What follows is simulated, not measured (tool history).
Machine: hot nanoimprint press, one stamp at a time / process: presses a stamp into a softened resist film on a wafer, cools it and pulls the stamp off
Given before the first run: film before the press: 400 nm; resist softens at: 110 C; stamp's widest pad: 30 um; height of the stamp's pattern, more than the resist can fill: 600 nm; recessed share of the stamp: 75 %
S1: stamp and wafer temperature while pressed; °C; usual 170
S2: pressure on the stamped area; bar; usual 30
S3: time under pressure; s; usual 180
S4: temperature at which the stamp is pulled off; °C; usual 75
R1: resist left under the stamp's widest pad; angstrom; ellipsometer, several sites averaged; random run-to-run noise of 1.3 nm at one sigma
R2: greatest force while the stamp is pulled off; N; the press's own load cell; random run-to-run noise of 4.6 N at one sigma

Run 1, day 0: usual settings. Result: R1 1894 angstrom, R2 299 N.
Run 2, day 0.888: usual settings. Result: R1 1895 angstrom, R2 299 N.
Run 3, day 1.779: usual settings. Result: R1 1781 angstrom, R2 309 N.
Run 4, day 2.433: usual settings but S1 158 °C. Result: R1 3253 angstrom, R2 299 N.
Run 5, day 3.662: usual settings but S2 22.7 bar. Result: R1 2001 angstrom, R2 215 N.
Run 6, day 4.125: usual settings but S2 22.7 bar. Result: R1 1981 angstrom, R2 226 N.
Run 7, day 4.55: usual settings but S2 22.7 bar. Result: R1 1988 angstrom, R2 225 N.
Run 8, day 5.138: usual settings but S2 22.7 bar. Result: R1 1964 angstrom, R2 223 N.
Run 9, day 5.75: usual settings but S2 22.7 bar. Result: R1 1962 angstrom, R2 226 N.
Run 10, day 6.692: usual settings but S2 22.7 bar. Result: R1 2312 angstrom, R2 229 N.
Run 11, day 7.112: usual settings but S2 22.7 bar. Result: R1 2318 angstrom, R2 225 N.
Run 12, day 7.721: usual settings. Result: R1 2075 angstrom, R2 238 N.
Run 13, day 8.196: usual settings but S2 27.4 bar, S3 162 s. Result: R1 2219 angstrom, R2 232 N.
Run 14, day 8.758: usual settings but S3 278 s. Result: R1 1769 angstrom, R2 232 N.
Run 15, day 9.496: usual settings but S2 32 bar, S3 97 s. Result: R1 2487 angstrom, R2 232 N.
Run 16, day 10: usual settings but S1 181 °C, S2 27.3 bar. Result: R1 1103 angstrom, R2 240 N.
Run 17, day 10.55: usual settings but S1 181 °C, S2 27.3 bar, S3 190 s. Result: R1 1060 angstrom, R2 241 N.
Run 18, day 11.212: usual settings but S1 181 °C, S2 27.3 bar, S3 190 s. Result: R1 1035 angstrom, R2 242 N.
Run 19, day 11.7: usual settings but S1 181 °C, S2 27.3 bar, S3 190 s. Result: R1 1045 angstrom, R2 245 N.
Run 20, day 12.317: usual settings but S1 165 °C, S2 21.6 bar. Result: R1 2945 angstrom, R2 240 N.
Run 21, day 13.012: usual settings but S1 165 °C, S2 21.6 bar. Result: R1 2919 angstrom, R2 241 N.
Run 22, day 13.854: usual settings but S1 165 °C, S2 21.6 bar. Result: R1 2928 angstrom, R2 236 N.
Run 23, day 14.712: usual settings but S3 110 s. Result: R1 2411 angstrom, R2 250 N.

Not shown: 3 entries that the log had between the listed runs. Between which runs, and how does the tool's hidden state differ before and after?
Run 2 -> run 3: plate thermocouple calibrated (day 1.533)
  true temperature over the reading, C: 1.76 -> 2.61; pressure that arrives at the usual setting, %: 98.56 -> 98.53; grip of the stamp's worn release coat, % over a new coat's: 38.4 -> 39.1
  what was measured, less what the result would be without the hidden state, R1: -201 -> -294 angstrom; R2: +80 -> +83 N
Run 4 -> run 5: stamp cleaned and given a new release coat (day 2.721)
  true temperature over the reading, C: 2.64 -> 2.69; pressure that arrives at the usual setting, %: 98.51 -> 98.49; grip of the stamp's worn release coat, % over a new coat's: 39.7 -> 0.8
  what was measured, less what the result would be without the hidden state, R1: -243 -> -320 angstrom; R2: +81 -> -2 N
Run 9 -> run 10: plate thermocouple calibrated, once more (day 6.167)
  true temperature over the reading, C: 2.8 -> 0; pressure that arrives at the usual setting, %: 98.43 -> 98.4; grip of the stamp's worn release coat, % over a new coat's: 2.7 -> 3.4
  what was measured, less what the result would be without the hidden state, R1: -327 -> +9 angstrom; R2: +2 -> +7 N

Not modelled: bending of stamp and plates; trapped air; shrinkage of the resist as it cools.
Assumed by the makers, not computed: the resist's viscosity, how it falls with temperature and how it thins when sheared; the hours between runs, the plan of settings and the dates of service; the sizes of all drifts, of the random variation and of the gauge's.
